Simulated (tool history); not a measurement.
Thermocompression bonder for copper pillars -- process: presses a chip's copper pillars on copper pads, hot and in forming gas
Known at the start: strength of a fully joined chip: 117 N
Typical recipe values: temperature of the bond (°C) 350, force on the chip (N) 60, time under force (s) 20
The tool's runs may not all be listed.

run     day  temperature of the bond (°C)  force on the chip (N)  time under force (s)  force that shears a chip off (N)
  1       0                           350                     60                    20                              47.5
  2     1.2                           350                     60                    20                              47.3
  3   2.638                           350                     60                    20                              46.8
  4   3.617                           350                     60                    20                                47
  5   4.925                           350                     60                    20                              47.1
  6   6.308                           350                     60                    20                              46.9
  7   7.396                           350                     60                    20                              46.9
  8   8.821                           350                     60                    20                              47.4
  9  10.138                           350                     60                    20                              47.1
 10  11.112                           350                     60                    20                                47
 11  12.017                           350                     60                    20                              46.7
     13.167  -- forming gas filter changed
 12  13.988                           350                     90                    20                              66.1
 13  15.908                           350                     90                    20                              66.1
 14  16.767                           375                     87                    16                              72.8
 15  18.596                           375                     87                    16                              72.3
 16  19.588                           375                     87                    16                              73.4

Estimate the outcome of run 17 from the log above:
 17  20.858                           345                     43                    20                                 ?

Run 17 produced force that shears a chip off (N) 31.7.
If the tool had no hidden condition, the same run with the same run-to-run variation would have returned force that shears a chip off (N) 31.7.
